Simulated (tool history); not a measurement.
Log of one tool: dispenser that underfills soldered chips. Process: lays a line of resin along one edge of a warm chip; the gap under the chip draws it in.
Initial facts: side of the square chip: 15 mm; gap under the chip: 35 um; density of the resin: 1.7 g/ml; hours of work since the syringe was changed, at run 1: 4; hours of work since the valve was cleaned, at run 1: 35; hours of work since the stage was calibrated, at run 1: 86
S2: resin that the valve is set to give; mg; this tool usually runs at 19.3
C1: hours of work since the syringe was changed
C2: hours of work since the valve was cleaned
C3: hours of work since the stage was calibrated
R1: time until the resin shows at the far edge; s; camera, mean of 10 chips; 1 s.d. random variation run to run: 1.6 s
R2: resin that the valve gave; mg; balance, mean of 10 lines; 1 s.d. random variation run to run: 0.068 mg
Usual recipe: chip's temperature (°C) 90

run 1 hour=0 | chip's_temperature_(°C)=90 S2=19.3 | C1=4 C2=35 C3=86 | R1=193.7 R2=18.74
run 2 hour=3.5 | chip's_temperature_(°C)=90 S2=19.3 | C1=7 C2=38 C3=89 | R1=216.8 R2=18.69
-- hour=4.3 new syringe of resin
run 3 hour=8.9 | chip's_temperature_(°C)=90 S2=19.3 | C1=3 C2=42 C3=92 | R1=184.5 R2=18.78
-- hour=14.8 new syringe of resin
run 4 hour=15 | chip's_temperature_(°C)=90 S2=19.3 | C1=0 C2=46 C3=97 | R1=163.3 R2=18.64
run 5 hour=19.6 | chip's_temperature_(°C)=90 S2=19.3 | C1=4 C2=49 C3=100 | R1=187.3 R2=18.61
run 6 hour=22.4 | chip's_temperature_(°C)=90 S2=19.3 | C1=6 C2=51 C3=102 | R1=204.9 R2=18.54
-- hour=25.2 new syringe of resin
run 7 hour=26.5 | chip's_temperature_(°C)=90 S2=19.3 | C1=1 C2=54 C3=105 | R1=170.2 R2=18.5
run 8 hour=32 | chip's_temperature_(°C)=90 S2=23.1 | C1=5 C2=58 C3=109 | R1=195.6 R2=22.02
-- hour=35.7 new syringe of resin
run 9 hour=36.7 | chip's_temperature_(°C)=90 S2=23.1 | C1=1 C2=61 C3=112 | R1=160.5 R2=21.92
run 10 hour=42.5 | chip's_temperature_(°C)=96 S2=23.1 | C1=5 C2=66 C3=116 | R1=158.4 R2=21.89
-- hour=46.4 new syringe of resin
run 11 hour=48.2 | chip's_temperature_(°C)=79 S2=23.8 | C1=1 C2=70 C3=120 | R1=231.8 R2=22.48
run 12 hour=53.9 | chip's_temperature_(°C)=87 S2=22.4 | C1=6 C2=74 C3=125 | R1=217.5 R2=21.19
-- hour=56.9 new syringe of resin
-- hour=60.3 dispensing valve cleaned and set on the balance
run 13 hour=62 | chip's_temperature_(°C)=87 S2=22.4 | C1=3 C2=1 C3=129 | R1=194.2 R2=22.36
run 14 hour=65.8 | chip's_temperature_(°C)=94 S2=22.4 | C1=6 C2=4 C3=132 | R1=176.4 R2=22.34
-- hour=68.2 new syringe of resin
run 15 hour=69.1 | chip's_temperature_(°C)=85 S2=22.2 | C1=1 C2=6 C3=135 | R1=186.4 R2=22.05
run 16 hour=71.9 | chip's_temperature_(°C)=85 S2=22.2 | C1=3 C2=8 C3=137 | R1=204.7 R2=22.09
run 17 hour=77.5 | chip's_temperature_(°C)=97 S2=17.5 | C1=7 C2=12 C3=141 | R1=174.9 R2=17.24

For run 18, what comes out?
-- hour=78.5 new syringe of resin
run 18 hour=82.3 | chip's_temperature_(°C)=80 S2=19.3 | C1=3 C2=16 C3=144 | R1=? R2=?

R1: 248.5 s
R2: 19.09 mg
Take away the tool's hidden state, keep the run-to-run variation as it was, and the same run would have given R1 215.3 s, R2 19.36 mg.
